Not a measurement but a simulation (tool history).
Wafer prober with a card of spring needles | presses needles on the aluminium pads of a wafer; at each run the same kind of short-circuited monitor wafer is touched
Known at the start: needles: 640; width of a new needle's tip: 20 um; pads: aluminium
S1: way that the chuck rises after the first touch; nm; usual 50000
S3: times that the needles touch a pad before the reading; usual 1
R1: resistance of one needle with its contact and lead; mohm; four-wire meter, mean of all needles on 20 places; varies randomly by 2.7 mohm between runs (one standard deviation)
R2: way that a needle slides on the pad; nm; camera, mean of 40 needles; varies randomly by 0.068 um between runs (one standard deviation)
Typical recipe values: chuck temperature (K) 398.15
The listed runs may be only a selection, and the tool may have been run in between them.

run 1 hour=0 | S1=50000 chuck_temperature_(K)=398.15 S3=1 | R1=397 R2=6150
-- hour=2.7 tips cleaned on abrasive film
-- hour=7 tips cleaned on abrasive film
-- hour=12 tips cleaned on abrasive film
run 2 hour=13 | S1=50000 chuck_temperature_(K)=398.15 S3=1 | R1=382 R2=6010
-- hour=16.4 tips cleaned on abrasive film
-- hour=21.3 tips cleaned on abrasive film
run 3 hour=24.9 | S1=65000 chuck_temperature_(K)=398.15 S3=1 | R1=387 R2=8050
-- hour=26.1 tips cleaned on abrasive film
-- hour=30.8 tips cleaned on abrasive film
-- hour=35.8 tips cleaned on abrasive film
-- hour=40.5 tips cleaned on abrasive film
run 4 hour=40.5 | S1=50000 chuck_temperature_(K)=398.15 S3=1 | R1=350 R2=5930
-- hour=45.3 tips cleaned on abrasive film
-- hour=50.4 tips cleaned on abrasive film
-- hour=54.6 tips cleaned on abrasive film
run 5 hour=58 | S1=50000 chuck_temperature_(K)=398.15 S3=1 | R1=474 R2=5850
-- hour=59.9 tips cleaned on abrasive film
-- hour=64.8 tips cleaned on abrasive film
-- hour=70 tips cleaned on abrasive film
run 6 hour=70.7 | S1=50000 chuck_temperature_(K)=398.15 S3=1 | R1=386 R2=5920
-- hour=74.8 tips cleaned on abrasive film
-- hour=80.1 tips cleaned on abrasive film
run 7 hour=83 | S1=50000 chuck_temperature_(K)=398.15 S3=1 | R1=477 R2=5750
-- hour=85.2 tips cleaned on abrasive film
-- hour=90.4 tips cleaned on abrasive film
-- hour=91.8 height of the first contact set anew
run 8 hour=94 | S1=50000 chuck_temperature_(K)=398.15 S3=1 | R1=419 R2=7120
-- hour=95.7 tips cleaned on abrasive film
-- hour=100.9 tips cleaned on abrasive film
run 9 hour=103 | S1=50000 chuck_temperature_(K)=398.15 S3=1 | R1=406 R2=6970
-- hour=105.9 tips cleaned on abrasive film
-- hour=110.9 tips cleaned on abrasive film
run 10 hour=113 | S1=50000 chuck_temperature_(K)=398.15 S3=1 | R1=399 R2=6920
-- hour=115.8 tips cleaned on abrasive film
-- hour=120.7 tips cleaned on abrasive film
-- hour=125.6 tips cleaned on abrasive film
run 11 hour=127.4 | S1=50000 chuck_temperature_(K)=326.15 S3=1 | R1=369 R2=6840
-- hour=130.5 tips cleaned on abrasive film
-- hour=135.5 tips cleaned on abrasive film
-- hour=140.8 tips cleaned on abrasive film
run 12 hour=140.8 | S1=50000 chuck_temperature_(K)=326.15 S3=1 | R1=312 R2=6720
-- hour=146 tips cleaned on abrasive film
-- hour=150.9 tips cleaned on abrasive film
run 13 hour=154.7 | S1=50000 chuck_temperature_(K)=326.15 S3=1 | R1=434 R2=6730
-- hour=155.9 tips cleaned on abrasive film
-- hour=160.9 tips cleaned on abrasive film
run 14 hour=163.7 | S1=50000 chuck_temperature_(K)=398.15 S3=3 | R1=361 R2=6760
-- hour=165.5 tips cleaned on abrasive film
-- hour=170.3 tips cleaned on abrasive film
-- hour=175.2 tips cleaned on abrasive film
run 15 hour=176.5 | S1=50000 chuck_temperature_(K)=398.15 S3=3 | R1=357 R2=6840
-- hour=180.4 tips cleaned on abrasive film
-- hour=185.2 tips cleaned on abrasive film
run 16 hour=187.6 | S1=50000 chuck_temperature_(K)=398.15 S3=3 | R1=365 R2=6740
-- hour=189.6 tips cleaned on abrasive film
-- hour=194.9 tips cleaned on abrasive film
-- hour=200 tips cleaned on abrasive film
run 17 hour=200.8 | S1=50000 chuck_temperature_(K)=310.15 S3=1 | R1=335 R2=6560
-- hour=205.3 tips cleaned on abrasive film
-- hour=210.6 tips cleaned on abrasive film
run 18 hour=212.2 | S1=50000 chuck_temperature_(K)=398.15 S3=1 | R1=393 R2=6650
-- hour=215.3 tips cleaned on abrasive film
-- hour=220.5 tips cleaned on abrasive film
run 19 hour=224.4 | S1=61000 chuck_temperature_(K)=364.15 S3=2 | R1=357 R2=8190
-- hour=225.5 tips cleaned on abrasive film
-- hour=229.8 tips cleaned on abrasive film
-- hour=234.9 tips cleaned on abrasive film
run 20 hour=236.1 | S1=59000 chuck_temperature_(K)=313.15 S3=1 | R1=343 R2=7820
-- hour=240.2 tips cleaned on abrasive film
-- hour=245.5 tips cleaned on abrasive film
run 21 hour=247.8 | S1=36000 chuck_temperature_(K)=305.15 S3=2 | R1=454 R2=4590
-- hour=250 tips cleaned on abrasive film
-- hour=255 tips cleaned on abrasive film
run 22 hour=258 | S1=50000 chuck_temperature_(K)=361.15 S3=1 | R1=435 R2=6570
-- hour=259.9 tips cleaned on abrasive film
-- hour=264.2 tips cleaned on abrasive film
run 23 hour=267.6 | S1=39000 chuck_temperature_(K)=398.15 S3=3 | R1=436 R2=5000
-- hour=268.7 tips cleaned on abrasive film
-- hour=273.7 tips cleaned on abrasive film
run 24 hour=275.8 | S1=39000 chuck_temperature_(K)=398.15 S3=2 | R1=442 R2=4980
-- hour=278.7 tips cleaned on abrasive film
-- hour=283.8 tips cleaned on abrasive film
run 25 hour=283.9 | S1=50000 chuck_temperature_(K)=366.15 S3=1 | R1=344 R2=6440
-- hour=288.9 tips cleaned on abrasive film
-- hour=293.7 tips cleaned on abrasive film
run 26 hour=296.4 | S1=34000 chuck_temperature_(K)=318.15 S3=3 | R1=433 R2=4180
-- hour=298.6 tips cleaned on abrasive film
-- hour=303.4 tips cleaned on abrasive film
run 27 hour=306 | S1=33000 chuck_temperature_(K)=335.15 S3=1 | R1=666 R2=4080
-- hour=308.2 tips cleaned on abrasive film
-- hour=312.9 tips cleaned on abrasive film
run 28 hour=316.7 | S1=60000 chuck_temperature_(K)=335.15 S3=1 | R1=405 R2=7740
-- hour=317.7 tips cleaned on abrasive film
-- hour=322.6 tips cleaned on abrasive film
-- hour=327.9 tips cleaned on abrasive film
run 29 hour=331.4 | S1=60000 chuck_temperature_(K)=335.15 S3=1 | R1=397 R2=7550

4 options for the next run, each taken on its own from the tool as it stands now. Forecast them:
-- hour=332.5 tips cleaned on abrasive film
-- hour=337.5 tips cleaned on abrasive film
-- hour=342.5 tips cleaned on abrasive film
run A hour=342.8 | S1=62000 chuck_temperature_(K)=398.15 S3=1 | R1=? R2=?
-- hour=332.5 tips cleaned on abrasive film
-- hour=337.5 tips cleaned on abrasive film
-- hour=342.5 tips cleaned on abrasive film
run B hour=342.8 | S1=50000 chuck_temperature_(K)=359.15 S3=2 | R1=? R2=?
-- hour=332.5 tips cleaned on abrasive film
-- hour=337.5 tips cleaned on abrasive film
-- hour=342.5 tips cleaned on abrasive film
run C hour=342.8 | S1=37000 chuck_temperature_(K)=374.15 S3=2 | R1=? R2=?
-- hour=332.5 tips cleaned on abrasive film
-- hour=337.5 tips cleaned on abrasive film
-- hour=342.5 tips cleaned on abrasive film
run D hour=342.8 | S1=41000 chuck_temperature_(K)=391.15 S3=1 | R1=? R2=?

run=A R1=340 R2=7890
run=B R1=339 R2=6240
run=C R1=397 R2=4460
run=D R1=398 R2=5140
With no hidden state in the tool, these same runs would have given:
run=A R1=300 R2=8590
run=B R1=294 R2=6960
run=C R1=320 R2=5160
run=D R1=316 R2=5860
